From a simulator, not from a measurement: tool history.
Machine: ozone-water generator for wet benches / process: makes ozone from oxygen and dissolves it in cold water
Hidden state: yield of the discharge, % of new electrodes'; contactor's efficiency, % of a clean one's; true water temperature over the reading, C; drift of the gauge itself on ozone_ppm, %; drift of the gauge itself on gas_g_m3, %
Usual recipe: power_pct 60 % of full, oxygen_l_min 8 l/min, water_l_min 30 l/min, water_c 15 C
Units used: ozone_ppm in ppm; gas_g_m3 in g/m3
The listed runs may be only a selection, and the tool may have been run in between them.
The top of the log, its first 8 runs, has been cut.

run,hour,power_pct,oxygen_l_min,water_l_min,water_c,hours of work since the electrodes were changed,hours of work since the contactor was cleaned,hours of work since the thermometer was calibrated,ozone_ppm,gas_g_m3
9,821.2,60,10.25,30,15,3410,1646,3830,22.4,173.8
10,911.9,60,8,30,15,3480,1717,3901,21.6,194.7
# hour 928: contactor cleaned
11,1002.8,60,8,27,15,3547,58,3968,23.1,192.3
12,1065.7,60,8,30,15,3596,107,4017,21,191.8
13,1145,60,8,30,15,3657,168,4078,21.1,190.6
# hour 1165.4: contactor cleaned, once more
14,1234.1,60,8,30,15,3723,53,4144,21.6,192.5
15,1342.2,60,8,30,15,3807,137,4227,21.7,191.2
16,1413.4,60,8,30,20,3862,192,4283,20.1,189.4
17,1546.2,60,8,30,15,3965,295,4385,21.5,188.6
18,1618.1,60,4.16,24,15,4020,350,4441,22.9,252.1
19,1695.6,60,4.16,24,15,4080,410,4501,22.2,251.3
20,1791.8,60,4.16,24,15,4155,485,4575,22.5,248.5
21,1916.4,96,8.1,45,17,4251,581,4672,18.7,237.4
22,2055.1,96,8.1,45,17,4358,688,4779,18.5,236.5
23,2158.3,60,8,23,15,4438,768,4859,24.7,185.2
24,2267,60,8,23,15,4522,852,4943,24.6,184.8
25,2350.7,60,4.34,23,7,4587,917,5008,24.6,238.9
# hour 2400.5: water thermometer calibrated
26,2422.4,60,12.4,38,19,4642,972,17,17,150.8
27,2513.3,84,8,30,17,4713,1043,87,23.3,213.7

Run 28 has not been measured yet. What should we expect?
28,2611.6,70,11.39,37,10,4789,1119,163,?,?

Run 28 measured ozone_ppm 21.3 ppm, gas_g_m3 168.6 g/m3.
If the tool had no hidden condition, the same run with the same run-to-run variation would have returned ozone_ppm 27.5 ppm, gas_g_m3 214.9 g/m3.
